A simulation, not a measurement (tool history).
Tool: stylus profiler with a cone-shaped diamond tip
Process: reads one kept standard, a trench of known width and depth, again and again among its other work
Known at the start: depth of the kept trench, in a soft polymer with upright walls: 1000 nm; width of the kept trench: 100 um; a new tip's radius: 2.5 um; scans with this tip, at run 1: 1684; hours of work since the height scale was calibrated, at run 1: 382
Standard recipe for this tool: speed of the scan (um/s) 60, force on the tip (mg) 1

run   hour  speed of the scan (um/s)  force on the tip (mg)  scans with this tip  hours of work since the height scale was calibrated  depth of the trench (Å)  width of the trench's floor (µm)
  1      0                        60                      1                 1684                                                  382                  10054.3                             95.12
  2    9.1                        60                      1                 1704                                                  387                  10058.3                             95.14
  3   21.8                        60                      1                 1732                                                  393                  10051.9                             95.12
  4   41.4                        60                      1                 1775                                                  403                    10052                             95.09
  5   53.1                        60                      1                 1801                                                  409                  10053.6                             95.08
  6   73.7                        60                      1                 1846                                                  419                  10049.6                             95.08
  7   82.5                        60                      1                 1865                                                  423                  10050.9                             95.04
  8  101.7                        60                    2.4                 1908                                                  433                  10108.8                             95.15
  9  113.5                        60                   1.36                 1934                                                  439                  10065.4                             95.11
 10  129.8                        60                   1.36                 1969                                                  447                  10068.5                             95.03
 11  141.3                       111                   0.98                 1995                                                  452                  10051.3                             94.84
 12  156.4                        27                   0.98                 2028                                                  460                  10049.2                             95.12
 13    171                        17                   0.58                 2060                                                  467                  10029.7                             95.14
 14  183.4                       114                   2.24                 2087                                                  473                  10099.5                             94.95

Alternative continuations, all from the tool just after run 14; predict every row:
  A  193.9                        22                   2.02                 2110                                                  479                        ?                                 ?
  B  193.9                        81                   2.62                 2110                                                  479                        ?                                 ?
  C  193.9                        37                   0.55                 2110                                                  479                        ?                                 ?

run  depth of the trench (Å)  width of the trench's floor (µm)
  A                  10093.4                             95.15
  B                    10115                             95.11
  C                  10031.3                                95
Without the tool's hidden state the same runs would have given:
run  depth of the trench (Å)  width of the trench's floor (µm)
  A                  10110.7                             95.92
  B                  10132.4                             95.87
  C                  10048.5                             95.77
